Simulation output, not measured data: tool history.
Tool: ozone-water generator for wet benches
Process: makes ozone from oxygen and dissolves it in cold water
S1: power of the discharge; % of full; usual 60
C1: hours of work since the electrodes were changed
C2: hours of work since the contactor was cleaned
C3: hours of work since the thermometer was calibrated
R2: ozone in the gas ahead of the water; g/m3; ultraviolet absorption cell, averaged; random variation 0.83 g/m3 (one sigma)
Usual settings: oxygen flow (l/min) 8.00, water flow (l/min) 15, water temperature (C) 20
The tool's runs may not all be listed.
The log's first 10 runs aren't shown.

{"run": 11, "day": 10.938, "S1": 60, "oxygen flow (l/min)": 8.0, "water flow (l/min)": 15, "water temperature (C)": 20, "C1": 1163, "C2": 2634, "C3": 1623, "dissolved ozone (ppm)": 15.8, "R2": 125.8}
{"run": 12, "day": 12.304, "S1": 60, "oxygen flow (l/min)": 8.0, "water flow (l/min)": 15, "water temperature (C)": 20, "C1": 1195, "C2": 2666, "C3": 1655, "dissolved ozone (ppm)": 15.9, "R2": 126.8}
{"run": 13, "day": 13.188, "S1": 60, "oxygen flow (l/min)": 8.0, "water flow (l/min)": 15, "water temperature (C)": 20, "C1": 1216, "C2": 2687, "C3": 1676, "dissolved ozone (ppm)": 15.5, "R2": 126.8}
{"run": 14, "day": 14.483, "S1": 60, "oxygen flow (l/min)": 8.0, "water flow (l/min)": 15, "water temperature (C)": 20, "C1": 1246, "C2": 2717, "C3": 1706, "dissolved ozone (ppm)": 15.7, "R2": 127.1}
{"run": 15, "day": 15.946, "S1": 60, "oxygen flow (l/min)": 8.0, "water flow (l/min)": 15, "water temperature (C)": 20, "C1": 1281, "C2": 2751, "C3": 1740, "dissolved ozone (ppm)": 15.7, "R2": 126.3}
{"run": 16, "day": 17.008, "S1": 60, "oxygen flow (l/min)": 8.0, "water flow (l/min)": 15, "water temperature (C)": 20, "C1": 1306, "C2": 2776, "C3": 1765, "dissolved ozone (ppm)": 15.8, "R2": 126.3}
{"run": 17, "day": 17.704, "S1": 60, "oxygen flow (l/min)": 8.0, "water flow (l/min)": 15, "water temperature (C)": 20, "C1": 1322, "C2": 2792, "C3": 1781, "dissolved ozone (ppm)": 15.7, "R2": 127.8}
{"run": 18, "day": 18.646, "S1": 72, "oxygen flow (l/min)": 11.29, "water flow (l/min)": 15, "water temperature (C)": 20, "C1": 1344, "C2": 2814, "C3": 1803, "dissolved ozone (ppm)": 17.0, "R2": 122.7}
{"run": 19, "day": 19.517, "S1": 63, "oxygen flow (l/min)": 8.0, "water flow (l/min)": 24, "water temperature (C)": 20, "C1": 1364, "C2": 2835, "C3": 1824, "dissolved ozone (ppm)": 11.7, "R2": 130.2}
{"run": 20, "day": 20.488, "S1": 55, "oxygen flow (l/min)": 8.0, "water flow (l/min)": 15, "water temperature (C)": 20, "C1": 1387, "C2": 2857, "C3": 1846, "dissolved ozone (ppm)": 14.3, "R2": 118.8}
{"day": 20.729, "done": "contactor cleaned"}
{"run": 21, "day": 21.483, "S1": 79, "oxygen flow (l/min)": 8.0, "water flow (l/min)": 15, "water temperature (C)": 16, "C1": 1406, "C2": 18, "C3": 1866, "dissolved ozone (ppm)": 20.6, "R2": 156.7}
{"run": 22, "day": 22.638, "S1": 45, "oxygen flow (l/min)": 8.0, "water flow (l/min)": 15, "water temperature (C)": 21, "C1": 1433, "C2": 45, "C3": 1893, "dissolved ozone (ppm)": 12.3, "R2": 100.6}
{"day": 23.992, "done": "contactor cleaned, once more"}
{"run": 23, "day": 24.004, "S1": 60, "oxygen flow (l/min)": 9.68, "water flow (l/min)": 15, "water temperature (C)": 14, "C1": 1461, "C2": 0, "C3": 1921, "dissolved ozone (ppm)": 17.7, "R2": 113.5}

Forecast run 24:
{"run": 24, "day": 24.846, "S1": 60, "oxygen flow (l/min)": 9.68, "water flow (l/min)": 15, "water temperature (C)": 14, "C1": 1481, "C2": 20, "C3": 1941, "dissolved ozone (ppm)": "?", "R2": "?"}

Run 24 gave dissolved ozone (ppm) 17.9, R2 114.6 g/m3.
Without the tool's hidden state the same run would have given dissolved ozone (ppm) 19.0, R2 121.3 g/m3.
